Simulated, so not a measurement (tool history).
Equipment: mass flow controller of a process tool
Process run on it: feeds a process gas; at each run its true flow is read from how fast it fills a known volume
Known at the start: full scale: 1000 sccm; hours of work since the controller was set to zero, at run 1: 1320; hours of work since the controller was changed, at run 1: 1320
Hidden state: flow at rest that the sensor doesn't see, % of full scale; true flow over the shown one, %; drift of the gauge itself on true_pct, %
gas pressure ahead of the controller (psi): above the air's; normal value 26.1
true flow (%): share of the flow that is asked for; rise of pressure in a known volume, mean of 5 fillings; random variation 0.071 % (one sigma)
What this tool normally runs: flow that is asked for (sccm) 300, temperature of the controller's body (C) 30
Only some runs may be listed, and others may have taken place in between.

run,hour,flow that is asked for (sccm),gas pressure ahead of the controller (psi),temperature of the controller's body (C),hours of work since the controller was set to zero,hours of work since the controller was changed,true flow (%)
1,0,300,26.1,30,1320,1320,99.56
2,76,865,26.1,30,1353,1353,100.01
3,111.7,865,26.1,30,1368,1368,100.05
4,159.7,865,26.1,22,1389,1389,99.63
5,234.4,865,26.1,22,1421,1421,99.5
6,305.4,865,26.1,22,1452,1452,99.64
7,370.3,865,26.1,22,1480,1480,99.67
8,439.9,865,26.1,22,1510,1510,99.78
9,513.4,300,26.1,28,1542,1542,99.7
10,549.7,300,26.1,28,1557,1557,99.8
11,601.6,300,26.1,28,1580,1580,99.69
12,644.1,300,26.1,28,1598,1598,99.6
13,685.4,300,26.1,28,1616,1616,99.48
14,743.5,686,32.2,26,1641,1641,99.31
15,819.7,205,31.2,23,1674,1674,99.22
16,892.5,388,20.5,23,1705,1705,99.6
17,958.8,388,20.5,23,1734,1734,99.61
18,1023.9,209,40.5,35,1762,1762,99.47
19,1094.2,209,30.3,23,1792,1792,99.34
20,1135.3,288,26.1,28,1810,1810,99.68
21,1174.1,183,21,25,1827,1827,100.09
22,1237.5,300,28.7,30,1854,1854,99.67
23,1306.3,157,32.6,38,1884,1884,100.36
24,1344.1,190,26.1,27,1900,1900,99.93
25,1390,227,33.6,30,1920,1920,99.58

Here are 4 independent what-if runs from the current tool condition. What would each one return?
A,1437,300,24.8,39,1940,1940,?
B,1437,353,33.6,34,1940,1940,?
C,1437,378,21.6,37,1940,1940,?
D,1437,107,25.8,30,1940,1940,?

run,true flow (%)
A,100.4
B,99.58
C,100.39
D,100.88
Take away the tool's hidden state, keep each run's random variation, and the runs would have read:
run,true flow (%)
A,100.11
B,99.4
C,100.26
D,99.2

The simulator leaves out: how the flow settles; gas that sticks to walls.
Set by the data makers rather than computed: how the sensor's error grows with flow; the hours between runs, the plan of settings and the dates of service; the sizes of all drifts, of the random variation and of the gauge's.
